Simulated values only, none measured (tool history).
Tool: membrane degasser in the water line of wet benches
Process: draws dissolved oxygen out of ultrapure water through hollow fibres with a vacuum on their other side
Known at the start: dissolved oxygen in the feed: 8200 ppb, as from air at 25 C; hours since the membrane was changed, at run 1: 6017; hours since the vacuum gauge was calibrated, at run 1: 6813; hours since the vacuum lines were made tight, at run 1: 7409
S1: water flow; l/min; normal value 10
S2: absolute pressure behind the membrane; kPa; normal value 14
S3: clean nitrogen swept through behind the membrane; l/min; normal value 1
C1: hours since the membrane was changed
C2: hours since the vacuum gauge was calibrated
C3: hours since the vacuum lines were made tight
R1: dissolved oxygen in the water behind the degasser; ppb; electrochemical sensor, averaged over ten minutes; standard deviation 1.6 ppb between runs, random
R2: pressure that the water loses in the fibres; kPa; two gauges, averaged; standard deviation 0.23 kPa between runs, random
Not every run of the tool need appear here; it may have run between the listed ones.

run,hour,S1,S2,S3,C1,C2,C3,R1,R2
1,0,10,14,1,6017,6813,7409,267.4,60.84
2,147.8,10,34.4,1,6165,6961,7557,705.7,60.55
3,281.5,10,34.4,0.5,6299,7095,7690,1243.9,60.46
4,437.3,10,34.4,0.5,6455,7251,7846,1229.5,60.87
5,517.3,10,34.4,0.5,6535,7330,7926,1251.1,61.18
# hour 611.1: seals of the vacuum lines changed
6,611.1,10,20.8,1,6626,7422,0,406.1,60.72
7,792.2,10,20.8,1,6808,7603,181,413.2,60.62
8,899.5,10,20.8,1,6915,7711,288,410.6,60.6
9,997.9,10,20.8,1,7013,7809,387,408.2,61.45
10,1122.4,9,20.8,1,7138,7934,511,367.2,54.64
11,1227.7,10,16.7,1,7243,8039,617,325.8,60.75
12,1347.4,10,16.7,1,7363,8159,736,324.4,60.67
# hour 1486.5: vacuum gauge calibrated
13,1517.9,10,16.7,1,7533,31,906,314.8,60.97
14,1608.7,10,9,1,7624,122,997,145.2,61.39
15,1784.7,10,9,1,7800,298,1173,144.9,61.52
16,1894.7,10,24.6,1,7909,408,1283,490.2,60.89
17,2041.8,10,24.6,1,8057,555,1430,491.5,61.26
18,2235.4,7,15.4,0.76,8250,749,1624,265.2,43.06
19,2424.5,7,15.4,0.76,8439,938,1813,265.5,43.29
20,2512.9,12,14,1,8528,1026,1901,311.5,73.95
21,2710.2,15,12.9,0.88,8725,1224,2099,412.3,92.6
22,2791.8,9,17.5,0.47,8807,1305,2180,585.1,55.51
23,2906.9,9,17.5,0.47,8922,1420,2295,587.1,55.23
24,3076.1,9,13.9,1,9091,1590,2464,230.9,55.55
25,3163.4,9,13.9,1,9178,1677,2552,232.3,55.83
26,3266.1,9,13.9,0.54,9281,1780,2654,395.8,55.47
27,3390.8,9,13.9,0.89,9406,1904,2779,256.7,55.78
28,3531,11,14,1,9546,2045,2919,286.4,67.86
29,3727.4,10,14,1.45,9742,2241,3116,187.4,61.88
30,3860.6,10,9.9,2.27,9875,2374,3249,82,62.01
31,4026.4,15,9.8,0.56,10041,2540,3415,417.5,92.95
32,4215.8,15,9.8,0.56,10231,2729,3604,419.5,93.06

Branching from run 32: 3 alternative next runs. What would each branch give?
A,4356,9,11.2,2.15,10371,2870,3744,?,?
B,4356,10,13.4,1.88,10371,2870,3744,?,?
C,4356,10,14,0.51,10371,2870,3744,?,?

run,R1,R2
A,88.7,55.97
B,141.6,62.13
C,467,62.47
Had the tool no hidden state, the same runs would have come out as:
run,R1,R2
A,84.9,53.2
B,136.1,59.06
C,456.5,59.39
